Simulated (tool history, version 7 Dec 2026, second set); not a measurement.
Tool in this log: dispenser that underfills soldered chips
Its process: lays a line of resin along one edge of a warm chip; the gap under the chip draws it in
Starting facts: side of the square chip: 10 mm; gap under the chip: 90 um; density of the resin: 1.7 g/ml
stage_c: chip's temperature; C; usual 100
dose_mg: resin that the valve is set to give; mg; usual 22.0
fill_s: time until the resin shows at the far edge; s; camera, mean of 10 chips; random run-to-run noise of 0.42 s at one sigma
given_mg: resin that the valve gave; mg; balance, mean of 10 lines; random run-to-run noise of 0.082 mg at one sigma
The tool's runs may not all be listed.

| run | hour | stage_c | dose_mg | fill_s | given_mg |
|---|---|---|---|---|---|
| 1 | 0.0 | 100 | 22.0 | 46.1 | 21.98 |
| 2 | 3.0 | 100 | 27.5 | 53.4 | 27.37 |
|  | 5.2 | new syringe of resin |
| 3 | 6.3 | 100 | 27.5 | 29.4 | 27.25 |
| 4 | 10.9 | 100 | 27.5 | 38.7 | 27.05 |
| 5 | 12.9 | 100 | 27.5 | 42.5 | 27.16 |
| 6 | 15.9 | 100 | 22.0 | 52.1 | 21.68 |
|  | 19.4 | new syringe of resin |
| 7 | 20.2 | 100 | 22.0 | 29.4 | 21.82 |
| 8 | 24.2 | 100 | 22.0 | 36.0 | 21.75 |
| 9 | 28.1 | 100 | 22.0 | 46.0 | 21.84 |
| 10 | 31.8 | 100 | 22.0 | 57.3 | 21.61 |
|  | 33.7 | new syringe of resin |
| 11 | 35.5 | 100 | 22.0 | 31.3 | 21.52 |
| 12 | 37.5 | 100 | 22.7 | 35.8 | 22.20 |
| 13 | 41.6 | 100 | 22.7 | 44.8 | 22.28 |
| 14 | 44.0 | 100 | 22.7 | 51.3 | 22.22 |
|  | 47.8 | new syringe of resin |
| 15 | 47.9 | 100 | 22.7 | 27.6 | 22.36 |
| 16 | 50.4 | 114 | 22.0 | 17.5 | 21.78 |
| 17 | 54.7 | 96 | 22.0 | 49.3 | 21.60 |
| 18 | 56.9 | 100 | 22.0 | 46.9 | 21.53 |
| 19 | 61.5 | 93 | 22.0 | 83.5 | 21.30 |
|  | 62.3 | new syringe of resin |
| 20 | 66.1 | 107 | 25.2 | 26.2 | 24.49 |
|  | 67.9 | dispensing valve cleaned and set on the balance |
| 21 | 70.5 | 93 | 27.2 | 57.2 | 27.13 |
| 22 | 74.7 | 93 | 27.2 | 70.0 | 27.13 |
|  | 77.3 | new syringe of resin |
| 23 | 78.1 | 93 | 20.1 | 40.7 | 20.05 |
| 24 | 81.8 | 104 | 21.5 | 29.9 | 21.39 |
| 25 | 86.3 | 104 | 21.5 | 39.6 | 21.46 |
| 26 | 90.3 | 87 | 23.7 | 102.3 | 23.64 |
|  | 91.4 | new syringe of resin |
| 27 | 94.2 | 97 | 19.6 | 38.7 | 19.46 |
| 28 | 96.6 | 97 | 19.6 | 43.7 | 19.41 |
| 29 | 99.6 | 105 | 26.7 | 34.3 | 26.22 |
| 30 | 102.9 | 90 | 20.3 | 85.5 | 20.10 |
|  | 105.8 | new syringe of resin |
| 31 | 106.9 | 90 | 20.3 | 46.0 | 20.09 |
| 32 | 110.4 | 98 | 28.4 | 37.7 | 27.91 |
| 33 | 112.9 | 89 | 20.6 | 67.8 | 20.29 |
| 34 | 115.5 | 96 | 27.3 | 54.7 | 26.81 |
| 35 | 117.8 | 110 | 21.3 | 35.2 | 21.02 |

Hidden state or all else? Some run-to-run changes of fill_s, split into what the settings, what came in and random variation would give without the hidden state, and what is left for the hidden state (with any gauge scatter that isn't in both results):
Unlogged tool condition in this case: resin's viscosity, % of fresh resin's; dose that the valve gives, % of what is set; true chip temperature over the reading, C; drift of the gauge itself on fill_s, %; drift of the gauge itself on given_mg, %.
Run 19 -> 20: stage_c 93 -> 107, dose_mg 22.0 -> 25.2, new syringe of resin. fill_s -57.3 s: hidden state -38.8, all else -18.5.
Run 25 -> 26: stage_c 104 -> 87, dose_mg 21.5 -> 23.7. fill_s +62.7 s: hidden state +36.2, all else +26.5.
Run 26 -> 27: stage_c 87 -> 97, dose_mg 23.7 -> 19.6, new syringe of resin. fill_s -63.6 s: hidden state -46.5, all else -17.1.
Run 30 -> 31: new syringe of resin. fill_s -39.5 s: hidden state -39.4, all else -0.1.

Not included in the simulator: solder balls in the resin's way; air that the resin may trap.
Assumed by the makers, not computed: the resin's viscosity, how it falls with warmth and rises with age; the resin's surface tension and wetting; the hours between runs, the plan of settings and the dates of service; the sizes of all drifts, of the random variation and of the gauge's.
